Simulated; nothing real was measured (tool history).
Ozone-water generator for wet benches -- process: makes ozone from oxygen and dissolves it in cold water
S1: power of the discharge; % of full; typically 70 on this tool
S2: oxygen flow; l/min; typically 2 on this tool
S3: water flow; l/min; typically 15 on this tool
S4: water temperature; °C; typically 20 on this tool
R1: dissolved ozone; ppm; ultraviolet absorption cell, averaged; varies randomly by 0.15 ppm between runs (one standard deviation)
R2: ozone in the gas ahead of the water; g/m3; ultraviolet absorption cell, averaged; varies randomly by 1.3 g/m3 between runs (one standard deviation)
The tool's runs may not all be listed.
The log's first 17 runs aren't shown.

{"run": 18, "day": 23.004, "S1": 70, "S2": 2, "S3": 15, "S4": 27, "R1": 15.7, "R2": 237.6}
{"run": 19, "day": 24.904, "S1": 44, "S2": 1.16, "S3": 11, "S4": 20, "R1": 15.7, "R2": 240.6}
{"run": 20, "day": 26.129, "S1": 56, "S2": 2.03, "S3": 13, "S4": 15, "R1": 17.3, "R2": 199}
{"run": 21, "day": 28.321, "S1": 41, "S2": 2, "S3": 14, "S4": 13, "R1": 13.2, "R2": 162}
{"run": 22, "day": 30.033, "S1": 72, "S2": 1.08, "S3": 17, "S4": 20, "R1": 14.1, "R2": 352}
{"run": 23, "day": 31.075, "S1": 72, "S2": 1.08, "S3": 17, "S4": 20, "R1": 13.8, "R2": 354.9}
{"run": 24, "day": 32.646, "S1": 70, "S2": 2, "S3": 15, "S4": 19, "R1": 16.7, "R2": 238.6}
{"run": 25, "day": 33.804, "S1": 70, "S2": 2, "S3": 15, "S4": 19, "R1": 16.8, "R2": 234}
{"run": 26, "day": 35.396, "S1": 70, "S2": 1.33, "S3": 15, "S4": 20, "R1": 16, "R2": 302.4}
{"run": 27, "day": 36.775, "S1": 70, "S2": 1.33, "S3": 15, "S4": 20, "R1": 15.7, "R2": 303.5}
{"run": 28, "day": 38.767, "S1": 60, "S2": 2.05, "S3": 15, "S4": 20, "R1": 15.1, "R2": 207.4}
{"run": 29, "day": 39.967, "S1": 70, "S2": 2, "S3": 20, "S4": 20, "R1": 12.5, "R2": 232.4}
{"run": 30, "day": 41.633, "S1": 70, "S2": 2, "S3": 22, "S4": 20, "R1": 11.6, "R2": 233.7}
{"run": 31, "day": 42.979, "S1": 70, "S2": 1.48, "S3": 15, "S4": 20, "R1": 16.3, "R2": 281.2}
{"run": 32, "day": 44.338, "S1": 70, "S2": 1.48, "S3": 15, "S4": 20, "R1": 16.2, "R2": 279.6}

Predict each of these 4 candidate next runs independently; none follows another, all start after run 32:
{"run": "A", "day": 46.504, "S1": 59, "S2": 1.24, "S3": 15, "S4": 12, "R1": "?", "R2": "?"}
{"run": "B", "day": 46.504, "S1": 44, "S2": 2, "S3": 12, "S4": 12, "R1": "?", "R2": "?"}
{"run": "C", "day": 46.504, "S1": 70, "S2": 2.1, "S3": 17, "S4": 20, "R1": "?", "R2": "?"}
{"run": "D", "day": 46.504, "S1": 46, "S2": 2, "S3": 15, "S4": 20, "R1": "?", "R2": "?"}

run=A R1=14.7 R2=278
run=B R1=16.1 R2=167.5
run=C R1=14.8 R2=225
run=D R1=12.3 R2=173.8
Without the tool's hidden state the same runs would have given:
run=A R1=15.5 R2=284.2
run=B R1=16.9 R2=170.3
run=C R1=15.7 R2=230.7
run=D R1=12.9 R2=176.9

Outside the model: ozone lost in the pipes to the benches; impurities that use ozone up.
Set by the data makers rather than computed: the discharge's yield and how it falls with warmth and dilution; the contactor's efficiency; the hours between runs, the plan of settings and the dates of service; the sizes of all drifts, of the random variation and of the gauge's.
